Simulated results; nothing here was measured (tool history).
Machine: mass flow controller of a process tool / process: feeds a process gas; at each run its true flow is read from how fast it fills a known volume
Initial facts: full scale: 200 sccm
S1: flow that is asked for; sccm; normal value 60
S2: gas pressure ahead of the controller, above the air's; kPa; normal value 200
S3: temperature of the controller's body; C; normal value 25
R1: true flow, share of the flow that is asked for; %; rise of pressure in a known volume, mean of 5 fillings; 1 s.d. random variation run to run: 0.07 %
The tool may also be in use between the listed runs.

run,hour,S1,S2,S3,R1
1,0.0,60,200,25,98.91
2,180.0,60,200,25,98.75
3,445.2,60,200,25,98.50
4,578.7,187,200,25,99.65
5,715.2,60,200,22,98.15
6,943.3,125,188,25,98.75
7,1194.7,37,223,20,97.49
8,1452.0,145,197,25,98.79
9,1701.3,145,197,25,98.66
10,1966.1,31,195,36,98.58

Alternative continuations, all from the tool just after run 10; predict every row:
A,2223.5,77,200,25,?
B,2223.5,28,200,25,?
C,2223.5,31,195,31,?
D,2223.5,80,140,25,?
E,2223.5,28,161,22,?

run,R1
A,97.63
B,97.18
C,97.82
D,97.37
E,96.80
What these runs would have given with no unlogged condition in the tool:
run,R1
A,98.91
B,98.46
C,99.11
D,98.65
E,98.07

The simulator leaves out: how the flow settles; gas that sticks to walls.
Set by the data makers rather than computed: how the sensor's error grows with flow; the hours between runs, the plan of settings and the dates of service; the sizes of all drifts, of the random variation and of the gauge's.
